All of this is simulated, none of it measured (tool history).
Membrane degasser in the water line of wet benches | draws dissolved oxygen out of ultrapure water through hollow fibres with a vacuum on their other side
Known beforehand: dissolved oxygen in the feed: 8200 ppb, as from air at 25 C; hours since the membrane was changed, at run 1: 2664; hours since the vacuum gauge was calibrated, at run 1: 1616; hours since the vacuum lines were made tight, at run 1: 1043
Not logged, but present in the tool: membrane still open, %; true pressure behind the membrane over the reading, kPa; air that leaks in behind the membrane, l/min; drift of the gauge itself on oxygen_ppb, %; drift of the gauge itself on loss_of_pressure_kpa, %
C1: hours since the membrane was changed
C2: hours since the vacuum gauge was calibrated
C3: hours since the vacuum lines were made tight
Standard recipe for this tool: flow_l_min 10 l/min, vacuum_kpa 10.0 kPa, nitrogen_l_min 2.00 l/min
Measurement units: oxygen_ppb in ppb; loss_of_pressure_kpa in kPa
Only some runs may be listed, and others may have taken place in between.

{"run": 1, "day": 0.0, "flow_l_min": 10, "vacuum_kpa": 10.0, "nitrogen_l_min": 2.0, "C1": 2664, "C2": 1616, "C3": 1043, "oxygen_ppb": 383.0, "loss_of_pressure_kpa": 50.71}
{"run": 2, "day": 3.083, "flow_l_min": 10, "vacuum_kpa": 10.0, "nitrogen_l_min": 2.0, "C1": 2738, "C2": 1690, "C3": 1117, "oxygen_ppb": 379.2, "loss_of_pressure_kpa": 50.41}
{"run": 3, "day": 4.646, "flow_l_min": 8, "vacuum_kpa": 10.0, "nitrogen_l_min": 2.0, "C1": 2776, "C2": 1728, "C3": 1155, "oxygen_ppb": 247.9, "loss_of_pressure_kpa": 40.74}
{"run": 4, "day": 7.762, "flow_l_min": 8, "vacuum_kpa": 10.0, "nitrogen_l_min": 2.0, "C1": 2850, "C2": 1803, "C3": 1230, "oxygen_ppb": 250.1, "loss_of_pressure_kpa": 40.89}
{"run": 5, "day": 10.342, "flow_l_min": 8, "vacuum_kpa": 10.0, "nitrogen_l_min": 4.12, "C1": 2912, "C2": 1865, "C3": 1292, "oxygen_ppb": 220.2, "loss_of_pressure_kpa": 40.68}
{"run": 6, "day": 12.108, "flow_l_min": 10, "vacuum_kpa": 6.3, "nitrogen_l_min": 2.0, "C1": 2955, "C2": 1907, "C3": 1334, "oxygen_ppb": 340.7, "loss_of_pressure_kpa": 50.65}
{"run": 7, "day": 15.158, "flow_l_min": 10, "vacuum_kpa": 6.3, "nitrogen_l_min": 2.0, "C1": 3028, "C2": 1980, "C3": 1407, "oxygen_ppb": 338.9, "loss_of_pressure_kpa": 51.01}
{"run": 8, "day": 18.212, "flow_l_min": 10, "vacuum_kpa": 6.3, "nitrogen_l_min": 2.0, "C1": 3101, "C2": 2054, "C3": 1481, "oxygen_ppb": 336.2, "loss_of_pressure_kpa": 50.81}
{"run": 9, "day": 20.142, "flow_l_min": 16, "vacuum_kpa": 10.0, "nitrogen_l_min": 2.0, "C1": 3148, "C2": 2100, "C3": 1527, "oxygen_ppb": 803.6, "loss_of_pressure_kpa": 81.43}
{"run": 10, "day": 22.021, "flow_l_min": 16, "vacuum_kpa": 21.1, "nitrogen_l_min": 2.0, "C1": 3193, "C2": 2145, "C3": 1572, "oxygen_ppb": 974.7, "loss_of_pressure_kpa": 81.63}
{"run": 11, "day": 24.088, "flow_l_min": 16, "vacuum_kpa": 21.1, "nitrogen_l_min": 2.0, "C1": 3242, "C2": 2195, "C3": 1621, "oxygen_ppb": 961.7, "loss_of_pressure_kpa": 81.38}
{"run": 12, "day": 25.933, "flow_l_min": 10, "vacuum_kpa": 10.0, "nitrogen_l_min": 0.88, "C1": 3287, "C2": 2239, "C3": 1666, "oxygen_ppb": 482.1, "loss_of_pressure_kpa": 50.8}
{"run": 13, "day": 28.342, "flow_l_min": 10, "vacuum_kpa": 10.0, "nitrogen_l_min": 2.03, "C1": 3344, "C2": 2297, "C3": 1724, "oxygen_ppb": 380.9, "loss_of_pressure_kpa": 50.95}
{"run": 14, "day": 30.267, "flow_l_min": 10, "vacuum_kpa": 10.0, "nitrogen_l_min": 2.03, "C1": 3391, "C2": 2343, "C3": 1770, "oxygen_ppb": 382.1, "loss_of_pressure_kpa": 51.0}
{"run": 15, "day": 32.242, "flow_l_min": 10, "vacuum_kpa": 10.0, "nitrogen_l_min": 2.03, "C1": 3438, "C2": 2390, "C3": 1817, "oxygen_ppb": 381.6, "loss_of_pressure_kpa": 51.02}
{"run": 16, "day": 33.75, "flow_l_min": 10, "vacuum_kpa": 18.9, "nitrogen_l_min": 2.0, "C1": 3474, "C2": 2426, "C3": 1853, "oxygen_ppb": 488.9, "loss_of_pressure_kpa": 50.72}
{"run": 17, "day": 36.429, "flow_l_min": 8, "vacuum_kpa": 7.0, "nitrogen_l_min": 2.92, "C1": 3538, "C2": 2491, "C3": 1918, "oxygen_ppb": 214.0, "loss_of_pressure_kpa": 41.17}
{"run": 18, "day": 38.946, "flow_l_min": 8, "vacuum_kpa": 7.0, "nitrogen_l_min": 2.92, "C1": 3599, "C2": 2551, "C3": 1978, "oxygen_ppb": 215.5, "loss_of_pressure_kpa": 40.94}
{"run": 19, "day": 40.817, "flow_l_min": 13, "vacuum_kpa": 14.1, "nitrogen_l_min": 2.91, "C1": 3644, "C2": 2596, "C3": 2023, "oxygen_ppb": 600.3, "loss_of_pressure_kpa": 66.02}
{"run": 20, "day": 43.896, "flow_l_min": 13, "vacuum_kpa": 14.1, "nitrogen_l_min": 2.9, "C1": 3718, "C2": 2670, "C3": 2097, "oxygen_ppb": 610.8, "loss_of_pressure_kpa": 66.19}
{"run": 21, "day": 46.412, "flow_l_min": 11, "vacuum_kpa": 6.5, "nitrogen_l_min": 0.96, "C1": 3778, "C2": 2730, "C3": 2157, "oxygen_ppb": 448.5, "loss_of_pressure_kpa": 56.59}
{"run": 22, "day": 49.217, "flow_l_min": 14, "vacuum_kpa": 15.8, "nitrogen_l_min": 0.99, "C1": 3845, "C2": 2798, "C3": 2225, "oxygen_ppb": 918.1, "loss_of_pressure_kpa": 71.76}
{"run": 23, "day": 51.858, "flow_l_min": 14, "vacuum_kpa": 15.8, "nitrogen_l_min": 0.99, "C1": 3909, "C2": 2861, "C3": 2288, "oxygen_ppb": 921.2, "loss_of_pressure_kpa": 71.18}
{"run": 24, "day": 54.125, "flow_l_min": 16, "vacuum_kpa": 13.4, "nitrogen_l_min": 0.99, "C1": 3963, "C2": 2916, "C3": 2342, "oxygen_ppb": 1019.4, "loss_of_pressure_kpa": 81.13}
{"run": 25, "day": 56.221, "flow_l_min": 10, "vacuum_kpa": 17.4, "nitrogen_l_min": 2.0, "C1": 4013, "C2": 2966, "C3": 2393, "oxygen_ppb": 470.3, "loss_of_pressure_kpa": 51.03}
{"run": 26, "day": 58.892, "flow_l_min": 10, "vacuum_kpa": 17.4, "nitrogen_l_min": 2.0, "C1": 4078, "C2": 3030, "C3": 2457, "oxygen_ppb": 463.9, "loss_of_pressure_kpa": 51.02}
{"run": 27, "day": 61.817, "flow_l_min": 14, "vacuum_kpa": 7.0, "nitrogen_l_min": 4.61, "C1": 4148, "C2": 3100, "C3": 2527, "oxygen_ppb": 597.7, "loss_of_pressure_kpa": 71.98}
{"run": 28, "day": 64.904, "flow_l_min": 14, "vacuum_kpa": 7.0, "nitrogen_l_min": 4.61, "C1": 4222, "C2": 3174, "C3": 2601, "oxygen_ppb": 592.6, "loss_of_pressure_kpa": 71.25}
{"run": 29, "day": 67.329, "flow_l_min": 10, "vacuum_kpa": 7.4, "nitrogen_l_min": 5.14, "C1": 4280, "C2": 3232, "C3": 2659, "oxygen_ppb": 330.7, "loss_of_pressure_kpa": 51.36}
{"run": 30, "day": 70.421, "flow_l_min": 9, "vacuum_kpa": 10.7, "nitrogen_l_min": 2.0, "C1": 4354, "C2": 3307, "C3": 2733, "oxygen_ppb": 333.2, "loss_of_pressure_kpa": 46.39}
{"run": 31, "day": 72.562, "flow_l_min": 9, "vacuum_kpa": 10.7, "nitrogen_l_min": 2.0, "C1": 4406, "C2": 3358, "C3": 2785, "oxygen_ppb": 330.5, "loss_of_pressure_kpa": 45.94}
{"run": 32, "day": 75.6, "flow_l_min": 10, "vacuum_kpa": 12.8, "nitrogen_l_min": 4.85, "C1": 4479, "C2": 3431, "C3": 2858, "oxygen_ppb": 363.8, "loss_of_pressure_kpa": 51.23}

For each run, the measured value with the value that run would have given without the tool's hidden condition subtracted. The run-to-run variation is shared by both, the gauge scatter possibly not:
run=1 oxygen_ppb=+14.3 loss_of_pressure_kpa=+0.67
run=2 oxygen_ppb=+14.6 loss_of_pressure_kpa=+0.70
run=3 oxygen_ppb=+10.8 loss_of_pressure_kpa=+0.56
run=4 oxygen_ppb=+11.2 loss_of_pressure_kpa=+0.59
run=5 oxygen_ppb=+10.9 loss_of_pressure_kpa=+0.59
run=6 oxygen_ppb=+15.5 loss_of_pressure_kpa=+0.76
run=7 oxygen_ppb=+15.8 loss_of_pressure_kpa=+0.77
run=8 oxygen_ppb=+16.0 loss_of_pressure_kpa=+0.79
run=9 oxygen_ppb=+27.9 loss_of_pressure_kpa=+1.28
run=10 oxygen_ppb=+28.9 loss_of_pressure_kpa=+1.30
run=11 oxygen_ppb=+29.0 loss_of_pressure_kpa=+1.31
run=12 oxygen_ppb=+19.4 loss_of_pressure_kpa=+0.84
run=13 oxygen_ppb=+18.1 loss_of_pressure_kpa=+0.85
run=14 oxygen_ppb=+18.4 loss_of_pressure_kpa=+0.87
run=15 oxygen_ppb=+18.7 loss_of_pressure_kpa=+0.88
run=16 oxygen_ppb=+20.8 loss_of_pressure_kpa=+0.89
run=17 oxygen_ppb=+13.2 loss_of_pressure_kpa=+0.74
run=18 oxygen_ppb=+13.6 loss_of_pressure_kpa=+0.73
run=19 oxygen_ppb=+26.8 loss_of_pressure_kpa=+1.21
run=20 oxygen_ppb=+27.8 loss_of_pressure_kpa=+1.24
run=21 oxygen_ppb=+23.3 loss_of_pressure_kpa=+1.07
run=22 oxygen_ppb=+32.4 loss_of_pressure_kpa=+1.39
run=23 oxygen_ppb=+33.1 loss_of_pressure_kpa=+1.40
run=24 oxygen_ppb=+36.7 loss_of_pressure_kpa=+1.62
run=25 oxygen_ppb=+23.8 loss_of_pressure_kpa=+1.03
run=26 oxygen_ppb=+23.9 loss_of_pressure_kpa=+1.04
run=27 oxygen_ppb=+32.2 loss_of_pressure_kpa=+1.50
run=28 oxygen_ppb=+32.5 loss_of_pressure_kpa=+1.52
run=29 oxygen_ppb=+22.2 loss_of_pressure_kpa=+1.10
run=30 oxygen_ppb=+21.6 loss_of_pressure_kpa=+1.01
run=31 oxygen_ppb=+21.6 loss_of_pressure_kpa=+1.02
run=32 oxygen_ppb=+24.4 loss_of_pressure_kpa=+1.15
